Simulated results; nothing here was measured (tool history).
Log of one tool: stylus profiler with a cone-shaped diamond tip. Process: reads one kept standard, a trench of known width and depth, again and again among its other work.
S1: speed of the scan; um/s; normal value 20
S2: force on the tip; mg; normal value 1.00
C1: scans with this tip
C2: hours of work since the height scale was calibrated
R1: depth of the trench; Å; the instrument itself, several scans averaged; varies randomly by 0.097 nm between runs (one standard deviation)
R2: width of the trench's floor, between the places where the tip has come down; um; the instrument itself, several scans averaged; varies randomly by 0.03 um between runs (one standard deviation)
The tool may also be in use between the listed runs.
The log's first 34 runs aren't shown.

Run 35, hour 750.3: usual settings but S1 46 um/s; C1 14026; C2 979. Result: R1 5034.8 Å, R2 46.19 um.
Run 36, hour 781.0: usual settings but S1 5 um/s, S2 2.44 mg; C1 14377; C2 1003. Result: R1 5054.0 Å, R2 46.57 um.
Run 37, hour 807.2: usual settings but S1 5 um/s, S2 2.01 mg; C1 14677; C2 1024. Result: R1 5048.5 Å, R2 46.48 um.
Run 38, hour 826.6: usual settings but S1 5 um/s, S2 2.01 mg; C1 14898; C2 1040. Result: R1 5049.7 Å, R2 46.51 um.
Run 39, hour 855.7: usual settings but S1 10 um/s, S2 2.06 mg; C1 15231; C2 1063. Result: R1 5049.8 Å, R2 46.42 um.
Run 40, hour 878.6: usual settings but S1 34 um/s, S2 1.63 mg; C1 15493; C2 1081. Result: R1 5048.0 Å, R2 46.31 um.
Run 41, hour 901.4: usual settings but S1 34 um/s, S2 1.63 mg; C1 15754; C2 1100. Result: R1 5046.2 Å, R2 46.24 um.
Run 42, hour 920.8: usual settings but S1 34 um/s, S2 2.95 mg; C1 15975; C2 1115. Result: R1 5062.6 Å, R2 46.27 um.
At hour 922.6: height scale calibrated on a step standard.
Run 43, hour 951.0: usual settings but S1 34 um/s, S2 2.95 mg; C1 16315; C2 23. Result: R1 5041.8 Å, R2 46.27 um.
Run 44, hour 980.9: usual settings but S1 18 um/s, S2 2.56 mg; C1 16657; C2 47. Result: R1 5039.1 Å, R2 46.34 um.
Run 45, hour 1008.0: usual settings but S1 14 um/s, S2 1.88 mg; C1 16967; C2 68. Result: R1 5032.1 Å, R2 46.36 um.
Run 46, hour 1025.1: usual settings but S1 18 um/s, S2 0.41 mg; C1 17163; C2 82. Result: R1 5009.7 Å, R2 46.19 um.

Branching from run 46: 4 alternative next runs. What would each branch give?
Run A, hour 1038.8: usual settings but S1 65 um/s, S2 1.04 mg; C1 17320; C2 93. Result: R1 ?, R2 ?.
Run B, hour 1038.8: usual settings but S1 40 um/s, S2 1.25 mg; C1 17320; C2 93. Result: R1 ?, R2 ?.
Run C, hour 1038.8: usual settings but S1 63 um/s, S2 0.34 mg; C1 17320; C2 93. Result: R1 ?, R2 ?.
Run D, hour 1038.8: usual settings but S1 11 um/s, S2 0.55 mg; C1 17320; C2 93. Result: R1 ?, R2 ?.

run      R1     R2
  A  5021.6  45.87
  B  5024.8  46.07
  C  5009.3  45.50
  D  5015.6  46.26
Without the tool's unlogged condition, the same runs would have read:
run      R1     R2
  A  5021.1  46.82
  B  5024.4  47.02
  C  5008.8  46.45
  D  5015.1  47.21

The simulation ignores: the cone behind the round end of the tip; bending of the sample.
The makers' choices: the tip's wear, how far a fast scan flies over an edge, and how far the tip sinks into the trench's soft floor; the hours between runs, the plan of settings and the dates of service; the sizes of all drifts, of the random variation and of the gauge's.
